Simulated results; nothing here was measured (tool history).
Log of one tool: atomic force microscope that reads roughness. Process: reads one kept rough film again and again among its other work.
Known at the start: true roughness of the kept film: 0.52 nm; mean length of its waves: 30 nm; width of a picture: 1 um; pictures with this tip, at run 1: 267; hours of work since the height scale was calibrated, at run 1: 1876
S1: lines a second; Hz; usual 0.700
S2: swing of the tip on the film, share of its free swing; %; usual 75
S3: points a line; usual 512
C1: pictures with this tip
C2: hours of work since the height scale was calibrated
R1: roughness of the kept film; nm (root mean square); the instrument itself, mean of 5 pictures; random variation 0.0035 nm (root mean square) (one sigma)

run	hour	S1	S2	S3	C1	C2	R1
1	0.0	0.700	75	512	267	1876	0.478
# hour 33.2: new tip fitted
2	36.9	0.700	75	512	8	1902	0.491
3	81.9	0.700	79	512	108	1934	0.480
4	115.6	0.840	75	512	182	1958	0.478
5	169.2	0.840	75	512	301	1995	0.467
# hour 189.5: new tip fitted
6	203.6	0.840	75	512	31	2019	0.481
7	272.9	3.994	75	512	185	2068	0.401
# hour 318.2: height scale calibrated on a step standard
8	318.2	0.700	75	512	283	0	0.472
# hour 343.3: new tip fitted
9	350.1	0.700	75	512	15	22	0.488
10	393.3	0.700	75	512	111	53	0.490
11	423.7	0.700	75	512	178	74	0.482
12	457.6	0.700	75	512	253	98	0.482
# hour 494.4: new tip fitted
13	517.8	0.982	75	512	52	140	0.485
# hour 526.6: height scale calibrated on a step standard, once more
14	587.7	0.700	80	512	205	43	0.465
15	628.1	0.700	80	512	294	72	0.458
# hour 649.8: new tip fitted
16	679.1	0.700	75	512	65	107	0.478
17	730.2	0.700	75	512	178	144	0.476
18	789.0	0.700	75	512	309	185	0.463
# hour 804.2: new tip fitted
19	835.4	0.700	75	512	69	218	0.479
20	893.1	0.700	75	512	197	258	0.471
21	923.4	1.096	75	512	264	280	0.448
# hour 959.5: new tip fitted
22	982.5	0.700	75	295	51	321	0.480
23	1047.0	0.700	75	295	194	367	0.468
24	1097.2	0.700	75	512	305	402	0.463
# hour 1111.7: new tip fitted
25	1133.1	0.700	75	512	47	427	0.477
26	1183.8	1.031	75	512	160	463	0.463
27	1220.9	0.596	61	512	242	489	0.485
# hour 1262.6: new tip fitted
28	1263.3	0.700	61	776	2	519	0.499
29	1303.0	1.424	75	988	89	547	0.457
30	1354.0	2.526	62	538	202	583	0.455
# hour 1414.0: new tip fitted
31	1416.3	2.526	62	538	5	627	0.473
32	1481.0	0.516	78	652	148	673	0.481
33	1541.8	0.700	75	851	283	716	0.467
# hour 1566.3: new tip fitted
34	1587.6	0.731	73	479	47	748	0.479
35	1619.2	0.731	73	479	117	770	0.473
36	1672.9	0.731	73	479	236	808	0.470
37	1706.3	0.731	73	479	310	831	0.471
# hour 1722.5: new tip fitted
38	1737.4	0.731	73	479	33	853	0.481
39	1777.9	1.198	63	791	123	882	0.484
40	1818.7	1.198	63	791	213	911	0.480
# hour 1877.4: new tip fitted
41	1889.5	1.198	63	791	27	960	0.490
42	1931.3	3.923	76	391	119	990	0.388
43	1965.0	0.700	75	819	194	1014	0.481
44	2009.1	1.532	73	819	291	1045	0.446
# hour 2032.5: new tip fitted
45	2039.2	0.645	59	819	15	1066	0.503
46	2103.4	0.700	71	421	157	1111	0.482
47	2160.0	3.614	75	641	283	1151	0.398
# hour 2186.5: new tip fitted
48	2192.2	3.614	75	641	13	1174	0.408
49	2260.4	3.614	81	589	164	1222	0.372
50	2325.5	2.429	70	551	308	1268	0.434
# hour 2340.7: new tip fitted
51	2375.6	2.429	70	551	78	1303	0.451

5 ways to go on from here, each from the tool as it stands after run 51. What would each give?
A	2420.5	3.248	69	888	177	1335	?
B	2420.5	2.067	75	512	177	1335	?
C	2420.5	0.700	62	512	177	1335	?
D	2420.5	1.119	67	515	177	1335	?
E	2420.5	1.270	81	512	177	1335	?

run	R1
A	0.435
B	0.441
C	0.488
D	0.476
E	0.448
Without the tool's hidden state the same runs would have given:
run	R1
A	0.441
B	0.446
C	0.494
D	0.482
E	0.453
